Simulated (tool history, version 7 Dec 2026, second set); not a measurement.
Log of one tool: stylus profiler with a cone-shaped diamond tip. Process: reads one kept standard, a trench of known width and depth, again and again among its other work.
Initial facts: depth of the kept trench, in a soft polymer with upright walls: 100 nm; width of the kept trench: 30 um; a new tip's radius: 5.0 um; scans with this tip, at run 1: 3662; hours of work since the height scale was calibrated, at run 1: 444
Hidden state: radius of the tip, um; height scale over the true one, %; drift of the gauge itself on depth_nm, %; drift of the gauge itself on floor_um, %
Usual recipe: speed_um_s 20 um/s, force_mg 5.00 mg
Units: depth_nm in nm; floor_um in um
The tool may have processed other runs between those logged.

run,hour,speed_um_s,force_mg,scans with this tip,hours of work since the height scale was calibrated,depth_nm,floor_um
1,0.0,20,5.00,3662,444,101.30,27.78
2,18.9,29,5.00,3768,457,101.29,27.76
3,40.5,29,5.00,3888,471,101.29,27.69
4,61.6,29,5.00,4006,486,101.34,27.67
5,87.8,29,5.00,4153,503,101.28,27.71
6,113.3,29,5.00,4296,521,101.26,27.74
7,130.4,29,5.00,4391,532,101.19,27.70
8,153.2,20,5.00,4518,548,101.13,27.71
9,168.5,58,5.00,4604,558,101.23,27.63
10,183.3,20,13.80,4686,568,102.71,27.68
11,205.7,28,6.34,4812,583,101.44,27.71
12,230.0,55,2.44,4948,600,100.61,27.58
13,242.4,19,14.52,5017,608,102.77,27.68
14,254.6,19,14.52,5085,616,102.72,27.69
15,279.1,19,14.52,5222,633,102.64,27.61
16,307.2,9,8.13,5379,652,101.81,27.64
17,330.7,9,8.13,5510,668,101.77,27.61
18,350.0,14,5.02,5618,681,101.14,27.63
19,370.4,33,13.94,5733,695,102.60,27.65
20,392.1,21,7.47,5854,709,101.67,27.59

Forecast each of these 5 alternatives for the next run:
A,411.1,27,5.00,5960,722,?,?
B,411.1,50,5.00,5960,722,?,?
C,411.1,20,7.47,5960,722,?,?
D,411.1,7,9.11,5960,722,?,?
E,411.1,20,4.53,5960,722,?,?

run,depth_nm,floor_um
A,101.22,27.58
B,101.10,27.53
C,101.60,27.63
D,101.83,27.70
E,101.04,27.61
With no hidden state in the tool, these same runs would have given:
run,depth_nm,floor_um
A,101.55,27.94
B,101.43,27.90
C,101.93,28.00
D,102.17,28.06
E,101.37,27.98
